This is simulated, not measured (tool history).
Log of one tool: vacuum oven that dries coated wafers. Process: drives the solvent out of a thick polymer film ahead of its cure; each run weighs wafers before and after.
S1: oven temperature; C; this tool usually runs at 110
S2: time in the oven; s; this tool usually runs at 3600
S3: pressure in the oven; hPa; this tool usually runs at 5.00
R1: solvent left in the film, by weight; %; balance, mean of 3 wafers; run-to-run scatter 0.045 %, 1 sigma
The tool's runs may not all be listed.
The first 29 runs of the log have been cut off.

run,day,S1,S2,S3,R1
30,101.662,103,2520,5.79,3.90
31,104.754,103,4980,5.17,1.16
32,107.312,109,5580,8.40,0.62
33,112.258,109,5580,8.40,0.70
34,115.258,109,5580,8.40,0.54
35,118.317,110,3540,8.21,1.26
36,121.858,110,3540,8.21,1.30
37,124.396,110,3540,8.21,1.22
38,129.321,110,2640,13.26,2.33
39,132.379,103,3600,8.72,2.39
40,136.825,103,3600,8.72,2.33
41,141.325,97,5400,5.00,1.93
# day 142.658: vacuum gauge cleaned of residue and calibrated
42,146.071,97,5400,5.00,1.88
# day 148.838: oven's thermocouples calibrated
43,148.912,97,5400,13.47,2.30
44,153.438,97,5400,13.47,2.36
45,155.604,97,3600,4.82,3.73
46,160.054,97,3060,3.44,4.35

Predict each of these 4 candidate next runs independently; none follows another, all start after run 46:
A,162.858,118,6300,6.21,?
B,162.858,110,2100,5.00,?
C,162.858,121,3060,3.27,?
D,162.858,105,3060,3.44,?

run,R1
A,0.15
B,2.88
C,0.34
D,2.40
With no hidden state in the tool, these same runs would have given:
run,R1
A,0.15
B,2.88
C,0.33
D,2.39
